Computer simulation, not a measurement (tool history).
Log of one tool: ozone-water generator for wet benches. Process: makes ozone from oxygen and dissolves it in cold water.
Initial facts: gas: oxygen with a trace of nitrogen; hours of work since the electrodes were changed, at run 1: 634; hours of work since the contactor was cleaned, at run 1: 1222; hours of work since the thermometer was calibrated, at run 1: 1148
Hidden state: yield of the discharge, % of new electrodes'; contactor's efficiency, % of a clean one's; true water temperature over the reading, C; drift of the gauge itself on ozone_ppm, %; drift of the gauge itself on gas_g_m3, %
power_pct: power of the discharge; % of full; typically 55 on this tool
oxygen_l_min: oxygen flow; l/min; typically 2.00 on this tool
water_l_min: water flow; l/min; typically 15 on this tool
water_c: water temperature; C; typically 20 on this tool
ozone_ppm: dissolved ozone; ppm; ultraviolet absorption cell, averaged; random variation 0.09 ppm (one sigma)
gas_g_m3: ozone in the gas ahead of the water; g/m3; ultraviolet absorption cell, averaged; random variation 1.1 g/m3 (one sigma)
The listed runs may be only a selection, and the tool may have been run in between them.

run    hour  power_pct  oxygen_l_min  water_l_min  water_c  hours of work since the electrodes were changed  hours of work since the contactor was cleaned  hours of work since the thermometer was calibrated  ozone_ppm  gas_g_m3
  1     0.0         55          2.00           15       20                                              634                                           1222                                                1148      10.79     186.8
  2    49.4         55          2.00           15       20                                              674                                           1262                                                1188      10.65     187.5
  3    83.2         55          2.00           15       20                                              702                                           1290                                                1216      10.71     185.6
  4   131.8         55          2.00           15       20                                              741                                           1329                                                1255      10.68     187.4
  5   174.8         55          2.00           15       12                                              776                                           1364                                                1290      11.54     185.6
  6   247.4         55          2.00           15       12                                              835                                           1423                                                1349      11.37     186.7
  7   290.2         55          2.00           15       12                                              870                                           1458                                                1384      11.34     184.7
  8   356.0         55          2.00           15       12                                              924                                           1511                                                1438      11.34     184.2
  9   398.1         80          2.00           15       12                                              958                                           1546                                                1472      14.55     231.7
 10   454.0         80          2.00           15       12                                             1003                                           1591                                                1517      14.38     231.1
 11   491.5         80          2.00           15       12                                             1034                                           1622                                                1548      14.46     232.4
 12   549.8         55          2.00           15       20                                             1081                                           1669                                                1595      10.64     184.5
 13   626.3         55          2.00           17       20                                             1143                                           1731                                                1658       9.33     182.5
 14   668.5         55          2.00           17       20                                             1178                                           1766                                                1692       9.38     182.6
      738.7  -- gauge calibrated
 15   739.4         55          2.00           15       20                                             1235                                           1823                                                1750      10.58     187.1
 16   816.0         55          2.00           15       20                                             1298                                           1886                                                1812      10.63     187.5
 17   872.1         55          2.00           15       20                                             1343                                           1931                                                1858      10.64     186.0
 18   943.6         79          2.94           13       15                                             1402                                           1990                                                1916      17.16     189.2
 19   991.1         61          1.89           14       20                                             1440                                           2028                                                1954      12.13     204.9
 20  1058.3         64          1.61           15       20                                             1495                                           2083                                                2009      11.15     229.0
 21  1126.8         64          1.61           15       20                                             1551                                           2139                                                2065      11.07     228.3
 22  1169.0         64          1.61           15       20                                             1585                                           2173                                                2099      11.28     226.0
 23  1205.8         42          3.57           12       20                                             1615                                           2203                                                2129      11.47     114.0
 24  1278.7         42          3.57           12       20                                             1674                                           2262                                                2188      11.42     113.2
 25  1341.8         55          2.00           11       20                                             1725                                           2313                                                2240      14.47     184.9
 26  1407.7         66          2.00           16       20                                             1779                                           2367                                                2293      11.16     205.9
     1443.8  -- gauge calibrated
 27  1481.8         66          2.92           16       18                                             1839                                           2427                                                2354      12.12     171.3
 28  1535.0         55          1.66           15       20                                             1883                                           2471                                                2397      10.31     206.3
 29  1581.8         55          1.66           15       20                                             1921                                           2509                                                2435      10.19     204.5
 30  1613.0         55          1.01           15       27                                             1946                                           2534                                                2460       8.65     271.0
 31  1645.4         55          2.79           15       24                                             1972                                           2560                                                2487      10.35     154.4
 32  1703.6         48          1.66           16       21                                             2020                                           2608                                                2534       8.80     186.9

Predict each of these 5 candidate next runs independently; none follows another, all start after run 32:
  A  1770.8         77          1.18           11       21                                             2075                                           2662                                                2589          ?         ?
  B  1770.8         55          1.25           10       20                                             2075                                           2662                                                2589          ?         ?
  C  1770.8         46          1.66           16       16                                             2075                                           2662                                                2589          ?         ?
  D  1770.8         51          1.66           16       21                                             2075                                           2662                                                2589          ?         ?
  E  1770.8         48          2.12           15       15                                             2075                                           2662                                                2589          ?         ?

run  ozone_ppm  gas_g_m3
  A      16.07     301.7
  B      14.69     237.4
  C       8.87     182.3
  D       9.10     195.4
  E      10.33     164.6
Without the tool's unlogged condition, the same runs would have read:
run  ozone_ppm  gas_g_m3
  A      16.09     305.8
  B      14.70     240.6
  C       8.88     184.7
  D       9.11     198.0
  E      10.33     166.8
